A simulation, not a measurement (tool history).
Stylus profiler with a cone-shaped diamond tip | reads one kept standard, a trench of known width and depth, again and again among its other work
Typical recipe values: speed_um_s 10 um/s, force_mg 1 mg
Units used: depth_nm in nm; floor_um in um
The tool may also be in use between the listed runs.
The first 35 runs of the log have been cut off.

| run | day | speed_um_s | force_mg | scans with this tip | hours of work since the height scale was calibrated | depth_nm | floor_um |
|---|---|---|---|---|---|---|---|
| 36 | 106.392 | 19 | 0.92 | 21069 | 100 | 100.8 | 27.57 |
| 37 | 110.154 | 20 | 1.81 | 21672 | 159 | 101.23 | 27.53 |
| 38 | 113.338 | 16 | 1.71 | 22182 | 210 | 101.3 | 27.6 |
| 39 | 117.208 | 36 | 1.71 | 22802 | 271 | 101.34 | 27.5 |
| 40 | 121.258 | 15 | 1.45 | 23450 | 334 | 101.17 | 27.58 |
| 41 | 124.742 | 13 | 0.65 | 24009 | 389 | 100.93 | 27.54 |
| 42 | 129.008 | 13 | 2.57 | 24692 | 456 | 101.89 | 27.54 |
| 43 | 132.85 | 35 | 0.54 | 25308 | 517 | 100.91 | 27.48 |
| 44 | 134.654 | 19 | 0.53 | 25597 | 545 | 100.79 | 27.51 |
| 45 | 137.671 | 19 | 0.53 | 26080 | 593 | 100.83 | 27.52 |

Alternative continuations, all from the tool just after run 45; predict every row:
| A | 141.333 | 7 | 1.2 | 26667 | 650 | ? | ? |
| B | 141.333 | 14 | 1 | 26667 | 650 | ? | ? |
| C | 141.333 | 7 | 0.39 | 26667 | 650 | ? | ? |

| run | depth_nm | floor_um |
|---|---|---|
| A | 101.12 | 27.52 |
| B | 101.07 | 27.51 |
| C | 100.69 | 27.53 |
What these runs would have given with no unlogged condition in the tool:
| run | depth_nm | floor_um |
|---|---|---|
| A | 100.86 | 27.97 |
| B | 100.8 | 27.96 |
| C | 100.43 | 27.98 |
